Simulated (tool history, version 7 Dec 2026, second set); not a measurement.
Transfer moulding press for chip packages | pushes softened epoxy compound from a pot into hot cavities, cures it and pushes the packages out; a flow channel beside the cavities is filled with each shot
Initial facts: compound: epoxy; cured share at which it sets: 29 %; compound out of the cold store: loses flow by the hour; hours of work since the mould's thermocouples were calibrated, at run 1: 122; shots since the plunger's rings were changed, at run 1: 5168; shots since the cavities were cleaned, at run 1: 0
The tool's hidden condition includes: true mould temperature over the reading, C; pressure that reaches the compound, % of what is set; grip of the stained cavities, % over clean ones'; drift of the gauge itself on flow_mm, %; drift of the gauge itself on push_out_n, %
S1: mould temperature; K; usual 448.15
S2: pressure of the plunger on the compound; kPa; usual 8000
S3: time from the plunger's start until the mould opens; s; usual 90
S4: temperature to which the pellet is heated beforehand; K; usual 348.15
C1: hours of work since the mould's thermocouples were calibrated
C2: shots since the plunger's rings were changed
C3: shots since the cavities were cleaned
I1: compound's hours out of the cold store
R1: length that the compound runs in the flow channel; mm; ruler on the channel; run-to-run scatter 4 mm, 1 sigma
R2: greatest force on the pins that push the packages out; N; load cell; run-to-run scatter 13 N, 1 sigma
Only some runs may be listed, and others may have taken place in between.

run,hour,S1,S2,S3,S4,C1,C2,C3,I1,R1,R2
1,0.0,448.15,8000,90,348.15,122,5168,0,21.4,796,689
2,13.7,448.15,8000,90,348.15,128,5291,123,29.0,755,778
3,25.7,448.15,8000,90,340.15,133,5400,232,47.7,673,837
4,34.7,448.15,8000,90,348.15,137,5482,314,43.9,693,894
# hour 44.2: plunger's sealing rings changed
5,44.3,448.15,8000,90,348.15,140,1,378,8.1,971,986
6,59.5,448.15,8000,90,348.15,147,139,516,23.4,881,1012
7,74.1,448.15,8000,90,348.15,153,271,648,34.1,819,1021
# hour 82.5: cavities cleaned with cleaning compound and waxed
8,87.9,448.15,8000,90,348.15,158,382,49,35.6,805,711
9,101.4,448.15,8000,90,348.15,164,504,171,38.5,790,767
10,115.1,448.15,8000,90,348.15,170,628,295,34.7,811,893
11,123.8,448.15,8000,90,348.15,173,707,374,21.6,882,927
12,134.8,448.15,8000,90,348.15,178,806,473,24.2,860,965
13,141.2,448.15,8000,90,348.15,181,864,531,24.3,862,1005
14,155.9,448.15,8000,90,348.15,187,997,664,38.5,788,1033
# hour 162.7: cavities cleaned with cleaning compound and waxed
15,169.1,454.15,8000,127,348.15,192,1104,58,9.7,920,499
16,180.6,450.15,6450,82,357.15,197,1207,161,20.0,782,848
17,194.7,448.15,9390,116,344.15,203,1335,289,28.9,900,649
18,203.9,448.15,9390,116,344.15,207,1419,373,22.9,926,689
19,210.7,448.15,8190,116,352.15,210,1480,434,17.3,902,699
20,224.0,448.15,8190,116,352.15,215,1601,555,35.3,803,722
21,238.8,448.15,8190,116,352.15,222,1735,689,32.3,812,786
# hour 242.8: cavities cleaned with cleaning compound and waxed
22,247.5,448.15,8190,120,352.15,225,1800,43,40.9,771,493
23,257.2,447.15,8000,98,348.15,229,1887,130,9.8,933,729
24,269.6,443.15,8090,110,343.15,234,1999,242,8.4,955,865
25,277.0,445.15,8260,83,348.15,237,2066,309,42.7,778,1261
26,289.3,445.15,8260,83,348.15,243,2178,421,30.5,832,1431
27,297.4,445.15,8260,83,352.15,246,2251,494,23.5,870,1527

5 ways to go on from here, each from the tool as it stands after run 27. What would each give?
A,309.8,452.15,7430,83,338.15,251,2363,606,42.6,?,?
B,309.8,445.15,9890,83,357.15,251,2363,606,26.8,?,?
C,309.8,448.15,8320,75,353.15,251,2363,606,22.8,?,?
D,309.8,445.15,8260,84,356.15,251,2363,606,24.6,?,?
E,309.8,453.15,6310,90,348.15,251,2363,606,21.5,?,?

run,R1,R2
A,704,932
B,925,1472
C,862,1623
D,862,1480
E,742,805
Without the tool's unlogged condition, the same runs would have read:
run,R1,R2
A,739,557
B,970,857
C,905,947
D,904,860
E,779,490
